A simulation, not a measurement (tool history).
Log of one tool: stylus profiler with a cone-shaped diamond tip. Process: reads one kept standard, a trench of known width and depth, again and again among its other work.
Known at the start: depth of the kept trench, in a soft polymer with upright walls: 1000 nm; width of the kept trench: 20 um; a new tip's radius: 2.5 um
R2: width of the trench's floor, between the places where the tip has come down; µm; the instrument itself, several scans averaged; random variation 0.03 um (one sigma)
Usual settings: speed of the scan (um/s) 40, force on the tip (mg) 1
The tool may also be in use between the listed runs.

run 1 hour=0 | speed_of_the_scan_(um/s)=40 force_on_the_tip_(mg)=1 | depth_of_the_trench_(Å)=10052.1 R2=15.42
run 2 hour=25.2 | speed_of_the_scan_(um/s)=40 force_on_the_tip_(mg)=1 | depth_of_the_trench_(Å)=10046.1 R2=15.39
run 3 hour=44.2 | speed_of_the_scan_(um/s)=40 force_on_the_tip_(mg)=1 | depth_of_the_trench_(Å)=10050.8 R2=15.4
run 4 hour=77.8 | speed_of_the_scan_(um/s)=40 force_on_the_tip_(mg)=1 | depth_of_the_trench_(Å)=10050.7 R2=15.39
run 5 hour=94.5 | speed_of_the_scan_(um/s)=40 force_on_the_tip_(mg)=1 | depth_of_the_trench_(Å)=10049.3 R2=15.38
run 6 hour=113.2 | speed_of_the_scan_(um/s)=40 force_on_the_tip_(mg)=0.87 | depth_of_the_trench_(Å)=10044.3 R2=15.35
run 7 hour=146.3 | speed_of_the_scan_(um/s)=111 force_on_the_tip_(mg)=1 | depth_of_the_trench_(Å)=10049.6 R2=14.99
run 8 hour=180.4 | speed_of_the_scan_(um/s)=111 force_on_the_tip_(mg)=1 | depth_of_the_trench_(Å)=10049.4 R2=14.94
run 9 hour=208.6 | speed_of_the_scan_(um/s)=31 force_on_the_tip_(mg)=1 | depth_of_the_trench_(Å)=10049.5 R2=15.36
run 10 hour=243.6 | speed_of_the_scan_(um/s)=40 force_on_the_tip_(mg)=0.93 | depth_of_the_trench_(Å)=10038.9 R2=15.25
run 11 hour=274.6 | speed_of_the_scan_(um/s)=40 force_on_the_tip_(mg)=0.93 | depth_of_the_trench_(Å)=10046.7 R2=15.34
run 12 hour=293.2 | speed_of_the_scan_(um/s)=40 force_on_the_tip_(mg)=0.93 | depth_of_the_trench_(Å)=10044.8 R2=15.31
run 13 hour=313.7 | speed_of_the_scan_(um/s)=40 force_on_the_tip_(mg)=0.93 | depth_of_the_trench_(Å)=10041 R2=15.3
run 14 hour=330.6 | speed_of_the_scan_(um/s)=40 force_on_the_tip_(mg)=0.42 | depth_of_the_trench_(Å)=10020.2 R2=15.14
run 15 hour=348 | speed_of_the_scan_(um/s)=40 force_on_the_tip_(mg)=1.58 | depth_of_the_trench_(Å)=10071.3 R2=15.33
run 16 hour=377.3 | speed_of_the_scan_(um/s)=40 force_on_the_tip_(mg)=1.58 | depth_of_the_trench_(Å)=10069.8 R2=15.3
run 17 hour=410.1 | speed_of_the_scan_(um/s)=40 force_on_the_tip_(mg)=1.58 | depth_of_the_trench_(Å)=10066.5 R2=15.33
run 18 hour=433 | speed_of_the_scan_(um/s)=40 force_on_the_tip_(mg)=1.58 | depth_of_the_trench_(Å)=10067.6 R2=15.31
run 19 hour=452.5 | speed_of_the_scan_(um/s)=154 force_on_the_tip_(mg)=0.34 | depth_of_the_trench_(Å)=10010.8 R2=13.97
run 20 hour=477.8 | speed_of_the_scan_(um/s)=68 force_on_the_tip_(mg)=0.61 | depth_of_the_trench_(Å)=10029.6 R2=14.97
run 21 hour=513.9 | speed_of_the_scan_(um/s)=155 force_on_the_tip_(mg)=0.44 | depth_of_the_trench_(Å)=10016.1 R2=14.2
run 22 hour=549.4 | speed_of_the_scan_(um/s)=26 force_on_the_tip_(mg)=0.61 | depth_of_the_trench_(Å)=10026.7 R2=15.28
run 23 hour=584.3 | speed_of_the_scan_(um/s)=26 force_on_the_tip_(mg)=0.38 | depth_of_the_trench_(Å)=10011.8 R2=15.21
run 24 hour=620.4 | speed_of_the_scan_(um/s)=26 force_on_the_tip_(mg)=0.38 | depth_of_the_trench_(Å)=10011.7 R2=15.23
run 25 hour=643.1 | speed_of_the_scan_(um/s)=35 force_on_the_tip_(mg)=0.5 | depth_of_the_trench_(Å)=10018.2 R2=15.13
run 26 hour=668.1 | speed_of_the_scan_(um/s)=35 force_on_the_tip_(mg)=0.5 | depth_of_the_trench_(Å)=10019 R2=15.15
run 27 hour=696 | speed_of_the_scan_(um/s)=35 force_on_the_tip_(mg)=0.5 | depth_of_the_trench_(Å)=10018 R2=15.1
run 28 hour=721.1 | speed_of_the_scan_(um/s)=77 force_on_the_tip_(mg)=0.49 | depth_of_the_trench_(Å)=10016.6 R2=14.77
run 29 hour=755.5 | speed_of_the_scan_(um/s)=17 force_on_the_tip_(mg)=1.13 | depth_of_the_trench_(Å)=10047.1 R2=15.29
run 30 hour=781.9 | speed_of_the_scan_(um/s)=18 force_on_the_tip_(mg)=1.26 | depth_of_the_trench_(Å)=10051.9 R2=15.29
run 31 hour=815.5 | speed_of_the_scan_(um/s)=40 force_on_the_tip_(mg)=2.84 | depth_of_the_trench_(Å)=10111.3 R2=15.23
run 32 hour=844 | speed_of_the_scan_(um/s)=42 force_on_the_tip_(mg)=0.47 | depth_of_the_trench_(Å)=10010.6 R2=15.02
run 33 hour=869.2 | speed_of_the_scan_(um/s)=13 force_on_the_tip_(mg)=0.81 | depth_of_the_trench_(Å)=10030.9 R2=15.27
run 34 hour=892.5 | speed_of_the_scan_(um/s)=60 force_on_the_tip_(mg)=0.37 | depth_of_the_trench_(Å)=10006.1 R2=14.75
run 35 hour=923.1 | speed_of_the_scan_(um/s)=60 force_on_the_tip_(mg)=0.37 | depth_of_the_trench_(Å)=10009.9 R2=14.71

Forecast each of these 4 alternatives for the next run:
run A hour=953.8 | speed_of_the_scan_(um/s)=16 force_on_the_tip_(mg)=1.88 | depth_of_the_trench_(Å)=? R2=?
run B hour=953.8 | speed_of_the_scan_(um/s)=23 force_on_the_tip_(mg)=1.77 | depth_of_the_trench_(Å)=? R2=?
run C hour=953.8 | speed_of_the_scan_(um/s)=131 force_on_the_tip_(mg)=1.42 | depth_of_the_trench_(Å)=? R2=?
run D hour=953.8 | speed_of_the_scan_(um/s)=81 force_on_the_tip_(mg)=0.74 | depth_of_the_trench_(Å)=? R2=?

run=A depth_of_the_trench_(Å)=10075.7 R2=15.22
run=B depth_of_the_trench_(Å)=10067.5 R2=15.29
run=C depth_of_the_trench_(Å)=10057.5 R2=14.7
run=D depth_of_the_trench_(Å)=10027.9 R2=14.77
Without the tool's hidden state the same runs would have given:
run=A depth_of_the_trench_(Å)=10103 R2=15.91
run=B depth_of_the_trench_(Å)=10094.8 R2=15.98
run=C depth_of_the_trench_(Å)=10084.8 R2=15.4
run=D depth_of_the_trench_(Å)=10055.1 R2=15.46
